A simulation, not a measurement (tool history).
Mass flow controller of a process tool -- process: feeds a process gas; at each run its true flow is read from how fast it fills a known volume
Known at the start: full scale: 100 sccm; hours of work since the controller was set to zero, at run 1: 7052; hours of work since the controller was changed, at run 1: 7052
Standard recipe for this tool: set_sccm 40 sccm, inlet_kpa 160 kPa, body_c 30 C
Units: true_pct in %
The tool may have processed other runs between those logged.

run    hour  set_sccm  inlet_kpa  body_c  hours of work since the controller was set to zero  hours of work since the controller was changed  true_pct
  1       0        40        160      30                                                7052                                            7052    101.35
  2   198.7        40        160      30                                                7176                                            7176    101.49
  3   365.5        16        160      30                                                7280                                            7280    102.34
  4   578.5        86        160      30                                                7412                                            7412    102.06
  5   889.3        40        160      30                                                7606                                            7606    101.59
  6    1163        40        160      30                                                7776                                            7776    101.65
  7  1405.3        40        160      21                                                7927                                            7927     102.8
     1434.7  -- controller's zero set anew
  8    1583        40        160      21                                                  92                                            8037    101.95
  9    1798        40        169      30                                                 226                                            8171    100.92
 10  2083.7        40        169      30                                                 404                                            8349    101.07
 11  2338.8        40        169      30                                                 563                                            8508    101.31
 12  2616.6        40        160      24                                                 736                                            8681    101.76
 13  2767.2        71        211      30                                                 830                                            8775    102.15
 14  2930.6        57        189      25                                                 932                                            8877    102.15
 15  3126.3        22        226      21                                                1053                                            8998    102.31
 16  3370.6        77        253      31                                                1205                                            9151    102.54
 17  3602.3        10        167      37                                                1350                                            9295    100.83
 18  3767.2        40        221      30                                                1452                                            9398    101.91
 19    3944        21        177      22                                                1563                                            9508    102.22
     3976.7  -- controller exchanged for a calibrated one
 20    4251        40        191      29                                                 171                                             171     98.35
 21  4494.7        16        185      21                                                 323                                             323     98.75
 22  4719.1        40        214      32                                                 462                                             462      98.3

3 options for the next run, each taken on its own from the tool as it stands now. Forecast them:
  A  4887.7        40        226      30                                                 567                                             567         ?
  B  4887.7        40        148      30                                                 567                                             567         ?
  C  4887.7        40        170      23                                                 567                                             567         ?

run  true_pct
  A     98.59
  B     98.24
  C     99.05
Without the tool's unlogged condition, the same runs would have read:
run  true_pct
  A     98.17
  B     97.82
  C     98.62
